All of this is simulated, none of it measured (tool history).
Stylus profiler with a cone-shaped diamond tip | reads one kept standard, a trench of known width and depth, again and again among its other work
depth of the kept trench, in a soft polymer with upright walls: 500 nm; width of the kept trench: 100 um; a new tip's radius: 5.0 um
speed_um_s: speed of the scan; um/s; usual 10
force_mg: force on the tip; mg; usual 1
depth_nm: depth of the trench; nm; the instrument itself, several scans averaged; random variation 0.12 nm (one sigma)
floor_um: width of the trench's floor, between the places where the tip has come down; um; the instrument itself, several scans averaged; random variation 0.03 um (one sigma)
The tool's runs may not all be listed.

{"run": 1, "hour": 0.0, "speed_um_s": 10, "force_mg": 1, "depth_nm": 503.2, "floor_um": 95.65}
{"run": 2, "hour": 24.7, "speed_um_s": 9, "force_mg": 1, "depth_nm": 503.04, "floor_um": 95.56}
{"run": 3, "hour": 60.8, "speed_um_s": 9, "force_mg": 1, "depth_nm": 503.25, "floor_um": 95.63}
{"run": 4, "hour": 104.8, "speed_um_s": 9, "force_mg": 1, "depth_nm": 503.07, "floor_um": 95.61}
{"run": 5, "hour": 150.9, "speed_um_s": 3, "force_mg": 1, "depth_nm": 502.93, "floor_um": 95.65}
{"run": 6, "hour": 189.6, "speed_um_s": 3, "force_mg": 1, "depth_nm": 503.01, "floor_um": 95.62}
{"run": 7, "hour": 221.8, "speed_um_s": 10, "force_mg": 0.55, "depth_nm": 502.13, "floor_um": 95.61}
{"run": 8, "hour": 268.9, "speed_um_s": 10, "force_mg": 1, "depth_nm": 503.19, "floor_um": 95.59}
{"run": 9, "hour": 290.9, "speed_um_s": 10, "force_mg": 1, "depth_nm": 503.1, "floor_um": 95.57}
{"run": 10, "hour": 332.8, "speed_um_s": 10, "force_mg": 1, "depth_nm": 503.24, "floor_um": 95.58}
{"run": 11, "hour": 370.6, "speed_um_s": 10, "force_mg": 1, "depth_nm": 503.05, "floor_um": 95.53}
{"run": 12, "hour": 407.5, "speed_um_s": 10, "force_mg": 0.65, "depth_nm": 502.37, "floor_um": 95.55}
{"run": 13, "hour": 461.0, "speed_um_s": 10, "force_mg": 0.65, "depth_nm": 502.37, "floor_um": 95.58}
{"run": 14, "hour": 482.6, "speed_um_s": 10, "force_mg": 0.79, "depth_nm": 502.75, "floor_um": 95.58}
{"run": 15, "hour": 506.8, "speed_um_s": 32, "force_mg": 0.7, "depth_nm": 502.57, "floor_um": 95.38}
{"run": 16, "hour": 547.9, "speed_um_s": 32, "force_mg": 0.7, "depth_nm": 502.51, "floor_um": 95.4}
{"run": 17, "hour": 587.5, "speed_um_s": 32, "force_mg": 0.7, "depth_nm": 502.46, "floor_um": 95.4}
{"run": 18, "hour": 618.0, "speed_um_s": 32, "force_mg": 0.81, "depth_nm": 502.6, "floor_um": 95.37}
{"run": 19, "hour": 649.3, "speed_um_s": 36, "force_mg": 0.34, "depth_nm": 501.49, "floor_um": 95.28}
{"run": 20, "hour": 691.3, "speed_um_s": 8, "force_mg": 1, "depth_nm": 503.1, "floor_um": 95.54}
{"run": 21, "hour": 737.9, "speed_um_s": 16, "force_mg": 0.46, "depth_nm": 501.88, "floor_um": 95.53}
{"run": 22, "hour": 768.9, "speed_um_s": 16, "force_mg": 0.46, "depth_nm": 501.82, "floor_um": 95.51}
{"run": 23, "hour": 810.0, "speed_um_s": 10, "force_mg": 0.42, "depth_nm": 501.63, "floor_um": 95.54}
{"run": 24, "hour": 858.8, "speed_um_s": 10, "force_mg": 0.42, "depth_nm": 501.79, "floor_um": 95.5}
{"run": 25, "hour": 901.7, "speed_um_s": 10, "force_mg": 0.87, "depth_nm": 502.88, "floor_um": 95.54}
{"hour": 941.0, "done": "new tip fitted, height scale calibrated"}
{"run": 26, "hour": 941.0, "speed_um_s": 10, "force_mg": 0.87, "depth_nm": 502.77, "floor_um": 95.62}
{"run": 27, "hour": 965.9, "speed_um_s": 21, "force_mg": 2.03, "depth_nm": 504.95, "floor_um": 95.54}

4 ways to go on from here, each from the tool as it stands after run 27. What would each give?
{"run": "A", "hour": 1012.8, "speed_um_s": 3, "force_mg": 0.34, "depth_nm": "?", "floor_um": "?"}
{"run": "B", "hour": 1012.8, "speed_um_s": 6, "force_mg": 1, "depth_nm": "?", "floor_um": "?"}
{"run": "C", "hour": 1012.8, "speed_um_s": 21, "force_mg": 0.67, "depth_nm": "?", "floor_um": "?"}
{"run": "D", "hour": 1012.8, "speed_um_s": 40, "force_mg": 0.78, "depth_nm": "?", "floor_um": "?"}

run=A depth_nm=501.72 floor_um=95.63
run=B depth_nm=503.4 floor_um=95.64
run=C depth_nm=502.34 floor_um=95.48
run=D depth_nm=502.59 floor_um=95.36
Without the tool's hidden state the same runs would have given:
run=A depth_nm=501.73 floor_um=95.63
run=B depth_nm=503.4 floor_um=95.64
run=C depth_nm=502.35 floor_um=95.48
run=D depth_nm=502.59 floor_um=95.36
